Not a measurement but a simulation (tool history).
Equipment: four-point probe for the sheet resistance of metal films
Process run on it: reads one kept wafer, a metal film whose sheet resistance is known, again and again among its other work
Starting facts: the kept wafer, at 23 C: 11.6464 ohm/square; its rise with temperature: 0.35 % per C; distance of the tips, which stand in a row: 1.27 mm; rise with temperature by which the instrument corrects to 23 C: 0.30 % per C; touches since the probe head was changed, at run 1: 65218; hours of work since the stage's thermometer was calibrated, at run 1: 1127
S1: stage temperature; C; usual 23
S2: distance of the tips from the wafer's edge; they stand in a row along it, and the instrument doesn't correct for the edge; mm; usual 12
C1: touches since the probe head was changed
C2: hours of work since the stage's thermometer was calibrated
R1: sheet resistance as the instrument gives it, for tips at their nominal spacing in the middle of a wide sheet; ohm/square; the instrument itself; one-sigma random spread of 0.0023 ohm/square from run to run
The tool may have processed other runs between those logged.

| run | day | S1 | S2 | C1 | C2 | R1 |
|---|---|---|---|---|---|---|
| 1 | 0 | 23 | 12 | 65218 | 1127 | 11.695895 |
| 2 | 3.696 | 23 | 12 | 66613 | 1163 | 11.693827 |
| 3 | 7.608 | 23 | 12 | 68089 | 1202 | 11.687975 |
| 4 | 9.808 | 23 | 12 | 68920 | 1224 | 11.686279 |
| 5 | 14.542 | 23 | 12 | 70706 | 1270 | 11.685444 |
| 6 | 16.65 | 23 | 12 | 71501 | 1291 | 11.6833 |
| 7 | 19.446 | 23 | 39 | 72558 | 1319 | 11.623889 |
| 8 | 22.425 | 29 | 12 | 73681 | 1348 | 11.715102 |
| 9 | 26.542 | 29 | 12 | 75234 | 1389 | 11.715838 |
| 10 | 29.242 | 29 | 12 | 76254 | 1415 | 11.715457 |
| 11 | 33.929 | 23 | 4 | 78023 | 1462 | 12.202092 |
| 12 | 36.217 | 23 | 12 | 78887 | 1484 | 11.67722 |
| 13 | 40.267 | 19 | 12 | 80415 | 1524 | 11.649463 |
| 14 | 44.262 | 19 | 12 | 81922 | 1563 | 11.655666 |
| 15 | 48.088 | 19 | 12 | 83366 | 1601 | 11.648035 |
| 16 | 51.671 | 19 | 12 | 84718 | 1637 | 11.642887 |
|  | 54.162 | stage's thermometer calibrated |
| 17 | 55.875 | 19 | 12 | 86297 | 17 | 11.648468 |
| 18 | 60.971 | 23 | 46 | 88220 | 67 | 11.597038 |
| 19 | 65.771 | 29 | 32 | 90031 | 114 | 11.633833 |
| 20 | 70.675 | 25 | 7 | 91882 | 163 | 11.802629 |
| 21 | 75.308 | 22 | 3 | 93631 | 208 | 12.595308 |
| 22 | 78.458 | 22 | 3 | 94820 | 240 | 12.596336 |
| 23 | 81.112 | 27 | 4 | 95821 | 266 | 12.204585 |
|  | 81.833 | stage's thermometer calibrated, once more |
| 24 | 84.433 | 18 | 3 | 97068 | 26 | 12.577302 |
| 25 | 88.546 | 22 | 33 | 98619 | 66 | 11.598828 |
| 26 | 91.35 | 20 | 28 | 99677 | 94 | 11.596603 |
| 27 | 94.058 | 20 | 28 | 100699 | 121 | 11.590052 |
| 28 | 97.771 | 19 | 28 | 102101 | 157 | 11.585844 |
| 29 | 100.1 | 18 | 46 | 102980 | 180 | 11.571736 |
| 30 | 102.158 | 25 | 23 | 103757 | 200 | 11.62485 |
| 31 | 105.571 | 19 | 20 | 105044 | 234 | 11.595522 |
| 32 | 108.067 | 19 | 20 | 105987 | 259 | 11.586807 |
|  | 108.533 | new probe head fitted |
| 33 | 111.288 | 23 | 56 | 1040 | 290 | 11.628218 |

Pick out some run-to-run changes in R1. Of each, how much would a tool without hidden state show as well, from the settings, what came in and chance, and how much is left for the hidden state and any gauge scatter not in both results compared?
Unlogged tool condition in this case: inner tips' distance over the nominal, %; tips' flats over new ones', %; wafer's true temperature over the reading, C; drift of the gauge itself on sheet_ohm, %.
Run 11 -> 12: S2 4 -> 12. R1 -0.524872 ohm/square: hidden state +0.000632, all else -0.525504.
Run 20 -> 21: S1 25 -> 22, S2 7 -> 3. R1 +0.792679 ohm/square: hidden state -0.005888, all else +0.798567.
Run 23 -> 24: S1 27 -> 18, S2 4 -> 3, stage's thermometer calibrated, once more. R1 +0.372717 ohm/square: hidden state +0.01225, all else +0.360467.
Run 24 -> 25: S1 18 -> 22, S2 3 -> 33. R1 -0.978474 ohm/square: hidden state +0.001798, all else -0.980272.
Run 32 -> 33: S1 19 -> 23, S2 20 -> 56, new probe head fitted. R1 +0.041411 ohm/square: hidden state +0.037519, all else +0.003892.
